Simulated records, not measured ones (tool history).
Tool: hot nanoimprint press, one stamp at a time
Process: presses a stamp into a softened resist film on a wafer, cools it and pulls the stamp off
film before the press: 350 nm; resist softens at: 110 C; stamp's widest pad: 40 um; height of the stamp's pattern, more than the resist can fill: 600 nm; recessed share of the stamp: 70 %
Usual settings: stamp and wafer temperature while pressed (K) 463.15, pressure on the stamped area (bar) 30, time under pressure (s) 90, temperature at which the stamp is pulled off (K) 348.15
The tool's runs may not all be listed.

| run | hour | stamp and wafer temperature while pressed (K) | pressure on the stamped area (bar) | time under pressure (s) | temperature at which the stamp is pulled off (K) | resist left under the stamp's widest pad (angstrom) | greatest force while the stamp is pulled off (N) |
|---|---|---|---|---|---|---|---|
| 1 | 0 | 463.15 | 30 | 90 | 348.15 | 1356 | 217 |
| 2 | 33.1 | 465.15 | 30 | 90 | 348.15 | 1305 | 216 |
| 3 | 76.3 | 465.15 | 30 | 90 | 348.15 | 1295 | 218 |
| 4 | 128.7 | 465.15 | 30 | 90 | 348.15 | 1288 | 218 |
| 5 | 152.8 | 465.15 | 30 | 90 | 348.15 | 1290 | 216 |
|  | 173.5 | stamp cleaned and given a new release coat |
| 6 | 208.1 | 463.15 | 30 | 90 | 348.15 | 1358 | 218 |
| 7 | 257.2 | 463.15 | 30 | 90 | 348.15 | 1357 | 216 |
| 8 | 300.3 | 463.15 | 30 | 90 | 348.15 | 1349 | 219 |
| 9 | 331.8 | 460.15 | 28.7 | 144 | 333.15 | 1271 | 241 |
| 10 | 365.6 | 458.15 | 30 | 90 | 349.15 | 1527 | 214 |
|  | 385 | stamp cleaned and given a new release coat |
| 11 | 395.4 | 458.15 | 30 | 90 | 349.15 | 1532 | 215 |
| 12 | 429.2 | 458.15 | 30 | 90 | 349.15 | 1523 | 216 |
|  | 458.1 | plate thermocouple calibrated |
| 13 | 458.1 | 457.15 | 30 | 90 | 336.15 | 1574 | 237 |
| 14 | 484.3 | 457.15 | 30 | 80 | 337.15 | 1616 | 233 |
| 15 | 528 | 457.15 | 20 | 90 | 348.15 | 1923 | 218 |

Forecast each of these 5 alternatives for the next run:
|  | 547.5 | press's hydraulic seals changed and the load cell set to zero |
| A | 582.6 | 471.15 | 43.3 | 93 | 348.15 | ? | ? |
|  | 547.5 | press's hydraulic seals changed and the load cell set to zero |
| B | 582.6 | 463.15 | 30 | 139 | 348.15 | ? | ? |
|  | 547.5 | press's hydraulic seals changed and the load cell set to zero |
| C | 582.6 | 463.15 | 31.2 | 90 | 342.15 | ? | ? |
|  | 547.5 | press's hydraulic seals changed and the load cell set to zero |
| D | 582.6 | 463.15 | 27.4 | 90 | 335.15 | ? | ? |
|  | 547.5 | press's hydraulic seals changed and the load cell set to zero |
| E | 582.6 | 458.15 | 30 | 90 | 348.15 | ? | ? |

| run | resist left under the stamp's widest pad (angstrom) | greatest force while the stamp is pulled off (N) |
|---|---|---|
| A | 905 | 221 |
| B | 1152 | 219 |
| C | 1317 | 226 |
| D | 1440 | 237 |
| E | 1527 | 220 |
Without the tool's hidden state the same runs would have given:
| run | resist left under the stamp's widest pad (angstrom) | greatest force while the stamp is pulled off (N) |
|---|---|---|
| A | 905 | 221 |
| B | 1152 | 218 |
| C | 1317 | 226 |
| D | 1440 | 237 |
| E | 1527 | 220 |
